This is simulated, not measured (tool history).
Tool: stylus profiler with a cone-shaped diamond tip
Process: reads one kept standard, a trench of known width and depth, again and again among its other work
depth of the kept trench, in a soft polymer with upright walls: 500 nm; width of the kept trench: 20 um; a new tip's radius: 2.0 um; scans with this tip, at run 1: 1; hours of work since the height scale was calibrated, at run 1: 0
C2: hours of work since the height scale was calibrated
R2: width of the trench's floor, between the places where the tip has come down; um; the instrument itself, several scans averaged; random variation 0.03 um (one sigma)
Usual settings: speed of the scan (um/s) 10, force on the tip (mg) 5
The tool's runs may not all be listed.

Run 1, hour 0: usual settings; scans with this tip 1; C2 0. Result: depth of the trench (Å) 5078.1, R2 17.41 um.
Run 2, hour 10.8: usual settings; scans with this tip 36; C2 8. Result: depth of the trench (Å) 5079.3, R2 17.39 um.
Run 3, hour 27.8: usual settings but force on the tip (mg) 1.75; scans with this tip 90; C2 20. Result: depth of the trench (Å) 5039.1, R2 17.3 um.
Run 4, hour 44.5: usual settings but force on the tip (mg) 1.75; scans with this tip 144; C2 32. Result: depth of the trench (Å) 5039.7, R2 17.4 um.
Run 5, hour 55.1: usual settings but speed of the scan (um/s) 5; scans with this tip 178; C2 39. Result: depth of the trench (Å) 5079.2, R2 17.34 um.
Run 6, hour 67.4: usual settings but speed of the scan (um/s) 5; scans with this tip 218; C2 48. Result: depth of the trench (Å) 5078.9, R2 17.35 um.
Run 7, hour 76.1: usual settings but speed of the scan (um/s) 5; scans with this tip 246; C2 54. Result: depth of the trench (Å) 5078.9, R2 17.39 um.
Run 8, hour 89.5: usual settings but speed of the scan (um/s) 5; scans with this tip 289; C2 64. Result: depth of the trench (Å) 5076.9, R2 17.3 um.
Run 9, hour 104.1: usual settings; scans with this tip 336; C2 74. Result: depth of the trench (Å) 5080.3, R2 17.34 um.
Run 10, hour 119: usual settings; scans with this tip 384; C2 85. Result: depth of the trench (Å) 5079.6, R2 17.34 um.
Run 11, hour 133.8: usual settings; scans with this tip 431; C2 96. Result: depth of the trench (Å) 5079.5, R2 17.33 um.
Run 12, hour 148.3: usual settings; scans with this tip 478; C2 106. Result: depth of the trench (Å) 5078.7, R2 17.36 um.
Run 13, hour 163.3: usual settings but speed of the scan (um/s) 3; scans with this tip 526; C2 117. Result: depth of the trench (Å) 5077, R2 17.33 um.
Run 14, hour 179.6: usual settings but speed of the scan (um/s) 3; scans with this tip 579; C2 128. Result: depth of the trench (Å) 5078.2, R2 17.36 um.
Run 15, hour 189.7: usual settings but speed of the scan (um/s) 3; scans with this tip 611; C2 135. Result: depth of the trench (Å) 5076.8, R2 17.32 um.
Run 16, hour 200.8: usual settings; scans with this tip 647; C2 143. Result: depth of the trench (Å) 5080.4, R2 17.29 um.
Run 17, hour 215.9: usual settings but force on the tip (mg) 3.66; scans with this tip 696; C2 154. Result: depth of the trench (Å) 5062.5, R2 17.32 um.
Run 18, hour 232.1: usual settings but force on the tip (mg) 3.66; scans with this tip 748; C2 166. Result: depth of the trench (Å) 5062.1, R2 17.36 um.
Run 19, hour 247.7: usual settings; scans with this tip 798; C2 177. Result: depth of the trench (Å) 5079.3, R2 17.34 um.
Run 20, hour 260.1: usual settings but speed of the scan (um/s) 3; scans with this tip 837; C2 186. Result: depth of the trench (Å) 5078.2, R2 17.34 um.
Run 21, hour 274.8: usual settings; scans with this tip 885; C2 196. Result: depth of the trench (Å) 5078.8, R2 17.32 um.
Run 22, hour 287.6: usual settings; scans with this tip 926; C2 205. Result: depth of the trench (Å) 5079.4, R2 17.35 um.
Run 23, hour 303.7: usual settings; scans with this tip 978; C2 217. Result: depth of the trench (Å) 5075.2, R2 17.31 um.
Run 24, hour 319.5: usual settings; scans with this tip 1029; C2 228. Result: depth of the trench (Å) 5079, R2 17.38 um.
Run 25, hour 335.5: usual settings but speed of the scan (um/s) 9, force on the tip (mg) 7.27; scans with this tip 1080; C2 239. Result: depth of the trench (Å) 5100.2, R2 17.31 um.
Run 26, hour 344.9: usual settings but speed of the scan (um/s) 9, force on the tip (mg) 7.27; scans with this tip 1110; C2 246. Result: depth of the trench (Å) 5099.6, R2 17.3 um.
Run 27, hour 357.6: usual settings but speed of the scan (um/s) 9, force on the tip (mg) 7.27; scans with this tip 1151; C2 255. Result: depth of the trench (Å) 5098.7, R2 17.32 um.
Run 28, hour 371.2: usual settings but speed of the scan (um/s) 9, force on the tip (mg) 7.27; scans with this tip 1195; C2 265. Result: depth of the trench (Å) 5099.1, R2 17.27 um.
Run 29, hour 381.9: usual settings but speed of the scan (um/s) 29, force on the tip (mg) 7.41; scans with this tip 1230; C2 273. Result: depth of the trench (Å) 5102.5, R2 17.27 um.
Run 30, hour 389.7: usual settings but speed of the scan (um/s) 5; scans with this tip 1254; C2 278. Result: depth of the trench (Å) 5077.3, R2 17.28 um.
Run 31, hour 403.3: usual settings but speed of the scan (um/s) 5; scans with this tip 1298; C2 288. Result: depth of the trench (Å) 5076.8, R2 17.24 um.
Run 32, hour 410.4: usual settings but speed of the scan (um/s) 3, force on the tip (mg) 2.41; scans with this tip 1321; C2 293. Result: depth of the trench (Å) 5046.9, R2 17.27 um.
Run 33, hour 425.2: usual settings but speed of the scan (um/s) 5, force on the tip (mg) 2.07; scans with this tip 1369; C2 304. Result: depth of the trench (Å) 5040.4, R2 17.33 um.
Run 34, hour 439.8: usual settings but speed of the scan (um/s) 2, force on the tip (mg) 10.05; scans with this tip 1416; C2 314. Result: depth of the trench (Å) 5123.8, R2 17.32 um.
Run 35, hour 453.2: usual settings but speed of the scan (um/s) 3, force on the tip (mg) 7.55; scans with this tip 1459; C2 323. Result: depth of the trench (Å) 5101.3, R2 17.25 um.
Run 36, hour 461.3: usual settings but speed of the scan (um/s) 3, force on the tip (mg) 7.55; scans with this tip 1485; C2 329. Result: depth of the trench (Å) 5103, R2 17.3 um.
Run 37, hour 476.8: usual settings but speed of the scan (um/s) 3, force on the tip (mg) 7.55; scans with this tip 1535; C2 340. Result: depth of the trench (Å) 5101.9, R2 17.31 um.
Run 38, hour 484.2: usual settings but speed of the scan (um/s) 15, force on the tip (mg) 1.75; scans with this tip 1558; C2 346. Result: depth of the trench (Å) 5035.6, R2 17.27 um.
Run 39, hour 493.1: usual settings but speed of the scan (um/s) 20, force on the tip (mg) 1.9; scans with this tip 1587; C2 352. Result: depth of the trench (Å) 5039.2, R2 17.29 um.
Run 40, hour 508.3: usual settings but speed of the scan (um/s) 20, force on the tip (mg) 1.9; scans with this tip 1636; C2 363. Result: depth of the trench (Å) 5038.7, R2 17.32 um.
Run 41, hour 522.9: usual settings but speed of the scan (um/s) 20, force on the tip (mg) 1.9; scans with this tip 1683; C2 373. Result: depth of the trench (Å) 5039.9, R2 17.18 um.
Run 42, hour 539.8: usual settings but speed of the scan (um/s) 8, force on the tip (mg) 13.63; scans with this tip 1738; C2 385. Result: depth of the trench (Å) 5152.9, R2 17.3 um.
Run 43, hour 552.6: usual settings but speed of the scan (um/s) 12, force on the tip (mg) 1.85; scans with this tip 1779; C2 394. Result: depth of the trench (Å) 5035, R2 17.25 um.
Run 44, hour 566.3: usual settings but speed of the scan (um/s) 5, force on the tip (mg) 2.92; scans with this tip 1823; C2 404. Result: depth of the trench (Å) 5053.8, R2 17.31 um.
Run 45, hour 578.3: usual settings but speed of the scan (um/s) 9, force on the tip (mg) 6.8; scans with this tip 1861; C2 413. Result: depth of the trench (Å) 5094.2, R2 17.25 um.
Run 46, hour 593.9: usual settings but speed of the scan (um/s) 39, force on the tip (mg) 12.28; scans with this tip 1912; C2 424. Result: depth of the trench (Å) 5141.7, R2 17.27 um.
Run 47, hour 607.4: usual settings but speed of the scan (um/s) 39, force on the tip (mg) 12.28; scans with this tip 1955; C2 434. Result: depth of the trench (Å) 5141.8, R2 17.25 um.

Forecast each of these 3 alternatives for the next run:
Run A, hour 620.5: usual settings but speed of the scan (um/s) 6, force on the tip (mg) 6.95; scans with this tip 1997; C2 443. Result: depth of the trench (Å) ?, R2 ?.
Run B, hour 620.5: usual settings but force on the tip (mg) 2.84; scans with this tip 1997; C2 443. Result: depth of the trench (Å) ?, R2 ?.
Run C, hour 620.5: usual settings but speed of the scan (um/s) 7, force on the tip (mg) 12.28; scans with this tip 1997; C2 443. Result: depth of the trench (Å) ?, R2 ?.

run  depth of the trench (Å)     R2
  A                   5094.3  17.29
  B                   5051.6  17.25
  C                   5142.3  17.28
Without the tool's hidden state the same runs would have given:
run  depth of the trench (Å)     R2
  A                   5098.9  17.37
  B                   5056.2  17.34
  C                     5147  17.36
